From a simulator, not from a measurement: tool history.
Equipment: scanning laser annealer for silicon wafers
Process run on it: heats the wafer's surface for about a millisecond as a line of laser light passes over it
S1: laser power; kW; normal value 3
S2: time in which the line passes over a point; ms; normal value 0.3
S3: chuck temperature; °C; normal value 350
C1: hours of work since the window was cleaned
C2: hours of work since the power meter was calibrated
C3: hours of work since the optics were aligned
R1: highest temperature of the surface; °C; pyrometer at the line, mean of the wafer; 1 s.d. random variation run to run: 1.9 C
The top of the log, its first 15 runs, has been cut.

run 16 day=10.262 | S1=3 S2=0.33 S3=356 | C1=10 C2=485 C3=431 | R1=1241
run 17 day=10.725 | S1=3 S2=0.284 S3=356 | C1=14 C2=490 C3=435 | R1=1169
run 18 day=11.571 | S1=3 S2=0.284 S3=356 | C1=23 C2=499 C3=444 | R1=1170
run 19 day=12.554 | S1=3 S2=0.3 S3=350 | C1=33 C2=509 C3=454 | R1=1186
run 20 day=12.988 | S1=3 S2=0.3 S3=350 | C1=37 C2=513 C3=458 | R1=1188
run 21 day=13.929 | S1=3.142 S2=0.292 S3=350 | C1=47 C2=522 C3=468 | R1=1213
run 22 day=14.371 | S1=3.142 S2=0.292 S3=350 | C1=51 C2=527 C3=472 | R1=1214
run 23 day=14.967 | S1=2.871 S2=0.271 S3=357 | C1=57 C2=533 C3=478 | R1=1108
run 24 day=16.008 | S1=2.871 S2=0.271 S3=357 | C1=68 C2=544 C3=489 | R1=1112
run 25 day=17.021 | S1=3.036 S2=0.271 S3=336 | C1=78 C2=554 C3=499 | R1=1129
run 26 day=17.642 | S1=3.036 S2=0.277 S3=319 | C1=84 C2=560 C3=505 | R1=1123
run 27 day=18.362 | S1=3 S2=0.285 S3=367 | C1=92 C2=567 C3=513 | R1=1175
run 28 day=18.892 | S1=2.635 S2=0.368 S3=342 | C1=97 C2=573 C3=518 | R1=1148
run 29 day=19.35 | S1=2.854 S2=0.317 S3=386 | C1=102 C2=577 C3=523 | R1=1195
run 30 day=20.229 | S1=2.952 S2=0.317 S3=386 | C1=111 C2=586 C3=532 | R1=1224
run 31 day=20.758 | S1=2.957 S2=0.247 S3=372 | C1=116 C2=592 C3=537 | R1=1103
run 32 day=21.242 | S1=3.021 S2=0.247 S3=331 | C1=121 C2=596 C3=542 | R1=1079
run 33 day=21.658 | S1=3.2 S2=0.247 S3=331 | C1=125 C2=601 C3=546 | R1=1123
run 34 day=22.296 | S1=2.6 S2=0.258 S3=316 | C1=131 C2=607 C3=552 | R1=965
run 35 day=23.242 | S1=2.6 S2=0.258 S3=316 | C1=141 C2=617 C3=562 | R1=967
run 36 day=23.962 | S1=2.565 S2=0.252 S3=319 | C1=148 C2=624 C3=569 | R1=951
run 37 day=24.696 | S1=3.276 S2=0.251 S3=319 | C1=156 C2=631 C3=577 | R1=1137
run 38 day=25.175 | S1=3.095 S2=0.3 S3=341 | C1=161 C2=636 C3=582 | R1=1189
run 39 day=25.983 | S1=3.095 S2=0.3 S3=348 | C1=169 C2=644 C3=590 | R1=1194
run 40 day=26.438 | S1=3.109 S2=0.3 S3=312 | C1=173 C2=649 C3=594 | R1=1160

Forecast each of these 3 alternatives for the next run:
run A day=27.367 | S1=3.109 S2=0.36 S3=312 | C1=183 C2=658 C3=604 | R1=?
run B day=27.367 | S1=3 S2=0.289 S3=336 | C1=183 C2=658 C3=604 | R1=?
run C day=27.367 | S1=2.906 S2=0.291 S3=358 | C1=183 C2=658 C3=604 | R1=?

run=A R1=1247
run=B R1=1136
run=C R1=1137
With the hidden condition removed and each run's random variation left untouched, the same runs would have given:
run=A R1=1276
run=B R1=1161
run=C R1=1161
